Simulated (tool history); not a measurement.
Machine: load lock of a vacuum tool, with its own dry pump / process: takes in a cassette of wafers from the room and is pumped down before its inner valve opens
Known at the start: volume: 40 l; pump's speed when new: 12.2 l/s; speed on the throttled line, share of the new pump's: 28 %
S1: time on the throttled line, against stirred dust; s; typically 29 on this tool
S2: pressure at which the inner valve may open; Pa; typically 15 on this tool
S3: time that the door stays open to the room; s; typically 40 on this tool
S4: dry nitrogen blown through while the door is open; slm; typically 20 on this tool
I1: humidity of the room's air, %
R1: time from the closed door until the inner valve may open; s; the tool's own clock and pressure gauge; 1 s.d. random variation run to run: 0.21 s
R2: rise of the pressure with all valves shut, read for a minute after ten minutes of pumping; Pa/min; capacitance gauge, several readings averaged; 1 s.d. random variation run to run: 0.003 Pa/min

run,day,S1,S2,S3,S4,I1,R1,R2
1,0,29,15,40,20,45.8,49.9,0.043
2,3.162,29,20,40,20,44.7,49.3,0.041
3,5.488,29,15,40,22,49.2,50,0.045
4,8.033,29,15,51,20,43.8,50.1,0.043
5,11.333,29,15,51,20,42.8,50,0.038
6,13.562,22,15,51,20,45.4,44.8,0.05
7,16.512,22,15,51,20,42.6,44.7,0.047
8,19.517,22,15,51,20,47.2,45.1,0.051
9,24.267,22,15,51,20,45.6,44.7,0.048
10,26.825,22,15,51,20,44.2,44.7,0.048
11,31.654,22,15,51,20,43,45.3,0.043
12,35.583,22,15,51,20,45.7,45.2,0.051
13,37.958,22,15,51,20,46,45.4,0.047
14,40.121,22,15,51,20,43.8,45,0.045
15,43.633,22,15,51,20,43.4,45,0.049
16,46.417,22,15,51,20,41.3,44.8,0.044
17,48.588,29,15,27,20,47.3,49.9,0.039
18,53.479,29,15,40,20,44.1,50.2,0.043
19,56.696,29,15,40,20,45.4,49.9,0.042
20,61.288,45,15,72,20,49.9,61.8,0.06
21,64.588,33,21,72,7,45.4,51.5,0.066
22,66.771,14,12,109,6,48.2,40.1,0.085
23,69.6,34,15,42,20,45.7,53.6,0.047
24,73.388,47,18,55,20,46.3,62.2,0.05
25,78.308,43,15,40,23,46.3,60.2,0.044
26,82.117,57,12,118,16,45.3,71.3,0.068
27,86.029,57,12,118,16,43.9,70.8,0.069
28,88.129,57,12,123,7,47.6,70.9,0.087
29,90.529,29,25,40,20,44.2,48.3,0.046
30,92.946,50,15,70,20,47.5,65.5,0.05
31,95.067,30,11,40,12,45.9,51.8,0.052
32,98.812,29,15,40,14,44,50,0.049
33,100.954,43,27,46,14,46.2,57.9,0.053
34,103.858,43,27,46,14,45.7,58,0.049
35,107.088,43,27,46,14,48.1,57.7,0.054
36,111.921,23,15,40,20,42.5,45.6,0.04
37,114.783,23,15,40,20,48.5,45.6,0.049
38,118.783,23,15,40,20,48.6,45.9,0.048

Consider 3 possible next runs. They are alternatives, not a sequence: every one starts from the tool as it was left by run 38. What does each give?
A,122.567,23,15,30,20,44.5,?,?
B,122.567,23,18,178,8,42.8,?,?
C,122.567,23,15,207,20,44.5,?,?

run,R1,R2
A,45.6,0.043
B,45,0.083
C,45.6,0.072
Without the tool's unlogged condition, the same runs would have read:
run,R1,R2
A,45.5,0.043
B,45,0.083
C,45.6,0.072
